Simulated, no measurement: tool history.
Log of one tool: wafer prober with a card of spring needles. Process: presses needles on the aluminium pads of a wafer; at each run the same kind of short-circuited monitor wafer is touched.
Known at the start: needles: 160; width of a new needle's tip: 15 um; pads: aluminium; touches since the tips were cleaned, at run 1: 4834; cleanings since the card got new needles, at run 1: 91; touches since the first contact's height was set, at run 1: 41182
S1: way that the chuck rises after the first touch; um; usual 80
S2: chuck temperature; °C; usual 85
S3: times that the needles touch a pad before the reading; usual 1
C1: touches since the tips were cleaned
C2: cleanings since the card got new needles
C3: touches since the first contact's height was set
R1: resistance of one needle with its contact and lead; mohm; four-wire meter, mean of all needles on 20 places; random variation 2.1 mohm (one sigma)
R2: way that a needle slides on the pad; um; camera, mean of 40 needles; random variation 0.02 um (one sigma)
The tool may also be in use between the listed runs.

run 1 day=0.000 | S1=80 S2=85 S3=1 | C1=4834 C2=91 C3=41182 | R1=227 R2=11.79
-- day=0.329 tips cleaned on abrasive film
-- day=1.196 tips cleaned on abrasive film
run 2 day=1.246 | S1=80 S2=85 S3=1 | C1=512 C2=93 C3=54057 | R1=224 R2=11.78
-- day=1.988 tips cleaned on abrasive film
run 3 day=2.629 | S1=80 S2=36 S3=1 | C1=6665 C2=94 C3=68397 | R1=215 R2=11.84
-- day=2.771 tips cleaned on abrasive film
-- day=3.729 tips cleaned on abrasive film
run 4 day=4.054 | S1=80 S2=85 S3=2 | C1=3388 C2=96 C3=83167 | R1=223 R2=11.80
-- day=4.542 tips cleaned on abrasive film
-- day=5.371 tips cleaned on abrasive film
-- day=6.267 tips cleaned on abrasive film
run 5 day=6.329 | S1=80 S2=85 S3=2 | C1=634 C2=99 C3=106682 | R1=228 R2=11.84
-- day=7.050 tips cleaned on abrasive film
-- day=7.717 height of the first contact set anew
run 6 day=7.800 | S1=80 S2=85 S3=1 | C1=7669 C2=100 C3=884 | R1=226 R2=11.84
-- day=8.000 tips cleaned on abrasive film
-- day=8.833 tips cleaned on abrasive film
-- day=9.721 tips cleaned on abrasive film
-- day=10.542 tips cleaned on abrasive film
run 7 day=10.650 | S1=80 S2=85 S3=1 | C1=1144 C2=104 C3=30357 | R1=228 R2=11.85
-- day=11.354 tips cleaned on abrasive film
-- day=12.183 tips cleaned on abrasive film
run 8 day=12.712 | S1=80 S2=85 S3=1 | C1=5508 C2=106 C3=51747 | R1=227 R2=11.83
-- day=13.104 tips cleaned on abrasive film
-- day=14.079 tips cleaned on abrasive film
run 9 day=14.383 | S1=80 S2=85 S3=1 | C1=3155 C2=108 C3=69038 | R1=226 R2=11.81
-- day=14.896 tips cleaned on abrasive film
-- day=15.762 tips cleaned on abrasive film
run 10 day=16.321 | S1=87 S2=85 S3=1 | C1=5814 C2=110 C3=89127 | R1=223 R2=12.89
-- day=16.650 tips cleaned on abrasive film
-- day=17.604 tips cleaned on abrasive film
run 11 day=17.825 | S1=87 S2=85 S3=1 | C1=2286 C2=112 C3=104669 | R1=223 R2=12.85
-- day=18.404 tips cleaned on abrasive film
-- day=19.242 tips cleaned on abrasive film
-- day=19.450 height of the first contact set anew
run 12 day=19.704 | S1=80 S2=85 S3=3 | C1=4689 C2=114 C3=2670 | R1=226 R2=11.82
-- day=20.092 tips cleaned on abrasive film
-- day=20.904 tips cleaned on abrasive film
-- day=21.783 tips cleaned on abrasive film
run 13 day=22.350 | S1=80 S2=109 S3=1 | C1=5925 C2=117 C3=30072 | R1=234 R2=11.82
-- day=22.712 tips cleaned on abrasive film
-- day=23.662 tips cleaned on abrasive film
run 14 day=24.429 | S1=80 S2=109 S3=1 | C1=7978 C2=119 C3=51606 | R1=234 R2=11.85
-- day=24.629 tips cleaned on abrasive film
-- day=25.546 tips cleaned on abrasive film
run 15 day=26.229 | S1=80 S2=109 S3=1 | C1=7096 C2=121 C3=70229 | R1=231 R2=11.84
-- day=26.400 tips cleaned on abrasive film
-- day=27.362 tips cleaned on abrasive film
run 16 day=27.462 | S1=80 S2=88 S3=2 | C1=1058 C2=123 C3=83016 | R1=231 R2=11.85
-- day=28.333 tips cleaned on abrasive film
run 17 day=29.004 | S1=67 S2=68 S3=1 | C1=6971 C2=124 C3=98981 | R1=224 R2=9.93
-- day=29.175 tips cleaned on abrasive film
-- day=30.025 tips cleaned on abrasive film
run 18 day=30.625 | S1=67 S2=68 S3=1 | C1=6223 C2=126 C3=115771 | R1=223 R2=9.93
-- day=30.821 tips cleaned on abrasive film
-- day=31.208 height of the first contact set anew
-- day=31.671 tips cleaned on abrasive film
run 19 day=32.392 | S1=95 S2=85 S3=1 | C1=7506 C2=128 C3=12275 | R1=223 R2=14.08
-- day=32.554 tips cleaned on abrasive film
-- day=33.446 tips cleaned on abrasive film
-- day=34.242 tips cleaned on abrasive film
run 20 day=34.700 | S1=95 S2=85 S3=1 | C1=4766 C2=131 C3=36175 | R1=226 R2=14.14
-- day=35.058 tips cleaned on abrasive film
-- day=35.896 tips cleaned on abrasive film
run 21 day=36.379 | S1=95 S2=85 S3=1 | C1=5000 C2=133 C3=53532 | R1=224 R2=14.08
-- day=36.692 tips cleaned on abrasive film
-- day=37.646 tips cleaned on abrasive film
run 22 day=38.075 | S1=98 S2=42 S3=1 | C1=4480 C2=135 C3=71115 | R1=218 R2=14.59
-- day=38.467 tips cleaned on abrasive film
-- day=39.429 tips cleaned on abrasive film
-- day=40.258 tips cleaned on abrasive film
run 23 day=40.696 | S1=80 S2=42 S3=1 | C1=4563 C2=138 C3=98253 | R1=216 R2=11.84
-- day=41.054 tips cleaned on abrasive film
-- day=41.900 tips cleaned on abrasive film
run 24 day=42.183 | S1=86 S2=77 S3=2 | C1=2911 C2=140 C3=113625 | R1=222 R2=12.78

Hidden state at the last listed run before each entry between runs and at the first one after, where it differs:
Between runs 1 and 2: tips cleaned on abrasive film (day 0.329); tips cleaned on abrasive film (day 1.196)
  debris on the tips, nm: 1 -> 0.2; drift of the gauge itself on scrub_um, %: 0 -> 0.02
  measured less the result without the state, R2: +0.00 -> +0.00 um
Between runs 2 and 3: tips cleaned on abrasive film (day 1.988)
  debris on the tips, nm: 0.2 -> 1.2; drift of the gauge itself on scrub_um, %: 0.02 -> 0.04
  measured less the result without the state, R2: +0.00 -> +0.01 um
Between runs 3 and 4: tips cleaned on abrasive film (day 2.771); tips cleaned on abrasive film (day 3.729)
  debris on the tips, nm: 1.2 -> 0.8; way that the needles fall short of the set height, um: 0 -> 0.01; drift of the gauge itself on scrub_um, %: 0.04 -> 0.07
  measured less the result without the state, R2: +0.01 -> +0.01 um
Between runs 4 and 5: tips cleaned on abrasive film (day 4.542); tips cleaned on abrasive film (day 5.371); tips cleaned on abrasive film (day 6.267)
  debris on the tips, nm: 0.8 -> 0.3; drift of the gauge itself on scrub_um, %: 0.07 -> 0.1
  measured less the result without the state, R2: +0.01 -> +0.01 um
Between runs 5 and 6: tips cleaned on abrasive film (day 7.050); height of the first contact set anew (day 7.717)
  debris on the tips, nm: 0.3 -> 1.3; way that the needles fall short of the set height, um: 0.01 -> 0; drift of the gauge itself on scrub_um, %: 0.1 -> 0.13
  measured less the result without the state, R2: +0.01 -> +0.02 um
Between runs 6 and 7: tips cleaned on abrasive film (day 8.000); tips cleaned on abrasive film (day 8.833); tips cleaned on abrasive film (day 9.721); tips cleaned on abrasive film (day 10.542)
  debris on the tips, nm: 1.3 -> 0.4; drift of the gauge itself on scrub_um, %: 0.13 -> 0.17
  measured less the result without the state, R2: +0.02 -> +0.02 um
Between runs 7 and 8: tips cleaned on abrasive film (day 11.354); tips cleaned on abrasive film (day 12.183)
  debris on the tips, nm: 0.4 -> 1.1; drift of the gauge itself on scrub_um, %: 0.17 -> 0.21
  measured less the result without the state, R2: +0.02 -> +0.02 um
Between runs 8 and 9: tips cleaned on abrasive film (day 13.104); tips cleaned on abrasive film (day 14.079)
  debris on the tips, nm: 1.1 -> 0.8; way that the needles fall short of the set height, um: 0 -> 0.01; tips' diameter, um: 15.02 -> 15.03; drift of the gauge itself on scrub_um, %: 0.21 -> 0.23
  measured less the result without the state, R2: +0.02 -> +0.03 um
Between runs 9 and 10: tips cleaned on abrasive film (day 14.896); tips cleaned on abrasive film (day 15.762)
  debris on the tips, nm: 0.8 -> 1.1; drift of the gauge itself on scrub_um, %: 0.23 -> 0.27
  measured less the result without the state, R2: +0.03 -> +0.03 um
Between runs 10 and 11: tips cleaned on abrasive film (day 16.650); tips cleaned on abrasive film (day 17.604)
  debris on the tips, nm: 1.1 -> 0.6; drift of the gauge itself on scrub_um, %: 0.27 -> 0.29
  measured less the result without the state, R2: +0.03 -> +0.03 um
Between runs 11 and 12: tips cleaned on abrasive film (day 18.404); tips cleaned on abrasive film (day 19.242); height of the first contact set anew (day 19.450)
  debris on the tips, nm: 0.6 -> 1; way that the needles fall short of the set height, um: 0.01 -> 0; drift of the gauge itself on scrub_um, %: 0.29 -> 0.32
  measured less the result without the state, R2: +0.03 -> +0.04 um
Between runs 12 and 13: tips cleaned on abrasive film (day 20.092); tips cleaned on abrasive film (day 20.904); tips cleaned on abrasive film (day 21.783)
  debris on the tips, nm: 1 -> 1.2; drift of the gauge itself on scrub_um, %: 0.32 -> 0.36
  measured less the result without the state, R2: +0.04 -> +0.04 um
Between runs 13 and 14: tips cleaned on abrasive film (day 22.712); tips cleaned on abrasive film (day 23.662)
  debris on the tips, nm: 1.2 -> 1.3; drift of the gauge itself on scrub_um, %: 0.36 -> 0.4
  measured less the result without the state, R2: +0.04 -> +0.05 um
Between runs 14 and 15: tips cleaned on abrasive film (day 24.629); tips cleaned on abrasive film (day 25.546)
  drift of the gauge itself on scrub_um, %: 0.4 -> 0.43
  measured less the result without the state, R2: +0.05 -> +0.05 um
Between runs 15 and 16: tips cleaned on abrasive film (day 26.400); tips cleaned on abrasive film (day 27.362)
  debris on the tips, nm: 1.3 -> 0.4; way that the needles fall short of the set height, um: 0 -> 0.01; drift of the gauge itself on scrub_um, %: 0.43 -> 0.45
  measured less the result without the state, R2: +0.05 -> +0.05 um
Between runs 16 and 17: tips cleaned on abrasive film (day 28.333)
  debris on the tips, nm: 0.4 -> 1.3; drift of the gauge itself on scrub_um, %: 0.45 -> 0.47
  measured less the result without the state, R2: +0.05 -> +0.04 um
Between runs 17 and 18: tips cleaned on abrasive film (day 29.175); tips cleaned on abrasive film (day 30.025)
  debris on the tips, nm: 1.3 -> 1.1; drift of the gauge itself on scrub_um, %: 0.47 -> 0.5
  measured less the result without the state, R2: +0.04 -> +0.05 um
Between runs 18 and 19: tips cleaned on abrasive film (day 30.821); height of the first contact set anew (day 31.208); tips cleaned on abrasive film (day 31.671)
  debris on the tips, nm: 1.1 -> 1.3; way that the needles fall short of the set height, um: 0.01 -> 0; drift of the gauge itself on scrub_um, %: 0.5 -> 0.53
  measured less the result without the state, R2: +0.05 -> +0.08 um
Between runs 19 and 20: tips cleaned on abrasive film (day 32.554); tips cleaned on abrasive film (day 33.446); tips cleaned on abrasive film (day 34.242)
  debris on the tips, nm: 1.3 -> 1; drift of the gauge itself on scrub_um, %: 0.53 -> 0.56
  measured less the result without the state, R2: +0.08 -> +0.08 um
Between runs 20 and 21: tips cleaned on abrasive film (day 35.058); tips cleaned on abrasive film (day 35.896)
  drift of the gauge itself on scrub_um, %: 0.56 -> 0.59
  measured less the result without the state, R2: +0.08 -> +0.08 um
Between runs 21 and 22: tips cleaned on abrasive film (day 36.692); tips cleaned on abrasive film (day 37.646)
  way that the needles fall short of the set height, um: 0 -> 0.01; drift of the gauge itself on scrub_um, %: 0.59 -> 0.62
  measured less the result without the state, R2: +0.08 -> +0.09 um
Between runs 22 and 23: tips cleaned on abrasive film (day 38.467); tips cleaned on abrasive film (day 39.429); tips cleaned on abrasive film (day 40.258)
  drift of the gauge itself on scrub_um, %: 0.62 -> 0.66
  measured less the result without the state, R2: +0.09 -> +0.08 um
Between runs 23 and 24: tips cleaned on abrasive film (day 41.054); tips cleaned on abrasive film (day 41.900)
  debris on the tips, nm: 1 -> 0.8; drift of the gauge itself on scrub_um, %: 0.66 -> 0.69
  measured less the result without the state, R2: +0.08 -> +0.08 um

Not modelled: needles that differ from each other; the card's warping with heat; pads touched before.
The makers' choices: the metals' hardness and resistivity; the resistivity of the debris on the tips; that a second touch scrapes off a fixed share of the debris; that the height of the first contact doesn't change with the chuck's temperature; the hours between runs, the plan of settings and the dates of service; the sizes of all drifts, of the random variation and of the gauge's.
